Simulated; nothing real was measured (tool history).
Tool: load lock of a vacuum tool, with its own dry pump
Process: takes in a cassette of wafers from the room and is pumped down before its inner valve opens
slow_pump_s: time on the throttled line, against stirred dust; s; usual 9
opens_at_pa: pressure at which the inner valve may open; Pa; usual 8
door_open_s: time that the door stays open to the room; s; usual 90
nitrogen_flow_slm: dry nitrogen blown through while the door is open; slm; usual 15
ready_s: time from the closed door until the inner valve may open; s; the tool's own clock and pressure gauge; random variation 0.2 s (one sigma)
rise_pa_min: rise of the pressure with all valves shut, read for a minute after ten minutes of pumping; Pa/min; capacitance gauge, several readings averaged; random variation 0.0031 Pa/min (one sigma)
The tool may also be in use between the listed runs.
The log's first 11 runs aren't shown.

run    hour  slow_pump_s  opens_at_pa  door_open_s  nitrogen_flow_slm  incoming humidity of the room's air, %  ready_s  rise_pa_min
 12  1712.7            9            7           57                 15                                    46.9     18.9        0.254
 13    1902            9            8           90                 21                                      44     18.6        0.283
 14  2054.3            9            8           90                 21                                    46.8     18.8        0.288
 15  2171.7            9            8           26                 15                                    45.2     18.3        0.255
 16    2387            9            8           90                 15                                    45.9     18.5        0.318
 17  2594.1            4           12           33                 36                                    47.1     14.2         0.28
 18  2807.4            4           12           33                 36                                    45.2     14.4        0.289
 19  2961.8            4           12           33                 36                                    46.7     14.3        0.291
 20  3183.9            7           15          160                  7                                    40.2     16.2        0.391
 21  3320.2            7           15          160                  7                                    44.8     16.6        0.423
 22    3488            7           13          205                  7                                      47     16.6        0.454
 23    3644            6           10          205                 18                                    47.9     16.4        0.442
 24  3760.5            8           10           90                 15                                    43.4       18        0.381
 25  3965.3            8           10           90                 15                                    41.3     17.6        0.392
 26    4063            8           10           90                 15                                    45.1     17.8        0.407
 27  4163.8            9            6           90                 15                                    44.9     19.2        0.402
 28  4311.8            9            6           90                 33                                    43.8     19.2        0.402
 29  4433.5            9            6           90                 33                                    45.4     18.9        0.406
 30  4663.9            9            6           90                 33                                    45.8     19.3        0.429
 31  4875.7            9            8           90                  5                                    42.6       19        0.469

5 ways to go on from here, each from the tool as it stands after run 31. What would each give?
  A  4974.6            9            8          112                  5                                    41.7        ?            ?
  B  4974.6            6            6           90                 18                                    42.6        ?            ?
  C  4974.6            4           14           47                  5                                    46.4        ?            ?
  D  4974.6            8            7           90                 14                                    45.2        ?            ?
  E  4974.6           11            8           90                  5                                    45.4        ?            ?

run  ready_s  rise_pa_min
  A     18.8        0.481
  B     17.2        0.446
  C       14        0.458
  D     18.4        0.467
  E       21        0.487
Without the tool's hidden state the same runs would have given:
run  ready_s  rise_pa_min
  A     18.2        0.107
  B     16.6        0.076
  C     13.4        0.079
  D     17.8        0.089
  E     20.4        0.108

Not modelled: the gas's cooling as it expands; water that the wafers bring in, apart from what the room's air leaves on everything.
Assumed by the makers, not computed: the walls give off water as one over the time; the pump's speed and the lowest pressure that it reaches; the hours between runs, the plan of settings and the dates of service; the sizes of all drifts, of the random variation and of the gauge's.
